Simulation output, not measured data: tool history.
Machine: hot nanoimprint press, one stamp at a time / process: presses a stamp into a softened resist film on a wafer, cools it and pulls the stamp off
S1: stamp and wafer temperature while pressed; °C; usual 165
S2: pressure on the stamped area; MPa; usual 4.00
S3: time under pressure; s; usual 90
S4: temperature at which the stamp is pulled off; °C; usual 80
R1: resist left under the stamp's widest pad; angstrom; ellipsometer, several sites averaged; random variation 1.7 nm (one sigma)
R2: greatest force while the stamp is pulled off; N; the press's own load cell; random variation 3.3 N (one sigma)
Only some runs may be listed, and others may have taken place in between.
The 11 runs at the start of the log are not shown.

run,hour,S1,S2,S3,S4,R1,R2
12,165.9,165,4.00,90,80,2688,163
13,177.9,165,4.00,90,66,2653,227
14,198.9,165,4.00,90,66,2698,224
15,211.3,165,4.00,90,66,2696,213
16,223.2,157,5.29,144,79,3163,160
17,237.0,157,2.49,106,79,4233,162
18,252.4,165,4.00,90,78,2711,167
19,274.1,162,4.00,111,73,2950,184
20,288.8,162,4.00,111,73,2936,192
21,299.9,162,4.00,111,73,2970,191
22,309.9,162,4.00,111,73,2951,183
23,320.6,165,4.00,90,74,2677,183
24,332.6,165,4.00,90,74,2700,187
25,343.9,165,4.00,90,74,2686,186
26,365.6,165,4.00,90,75,2673,184
27,384.6,171,2.73,138,84,2085,142
28,394.9,155,2.73,139,84,4207,144
# hour 410.0: press's hydraulic seals changed and the load cell set to zero
29,413.8,174,2.73,77,84,2167,139
30,423.9,165,2.42,48,80,3871,158

Branching from run 30: 4 alternative next runs. What would each branch give?
A,445.5,159,4.00,76,78,?,?
B,445.5,165,5.71,54,67,?,?
C,445.5,174,5.15,78,80,?,?
D,445.5,174,3.05,74,80,?,?

run,R1,R2
A,3693,168
B,2648,216
C,1524,166
D,2086,157
Stripped of hidden state, with their random variation kept, the same runs would have yielded:
run,R1,R2
A,3691,167
B,2647,215
C,1523,165
D,2085,156
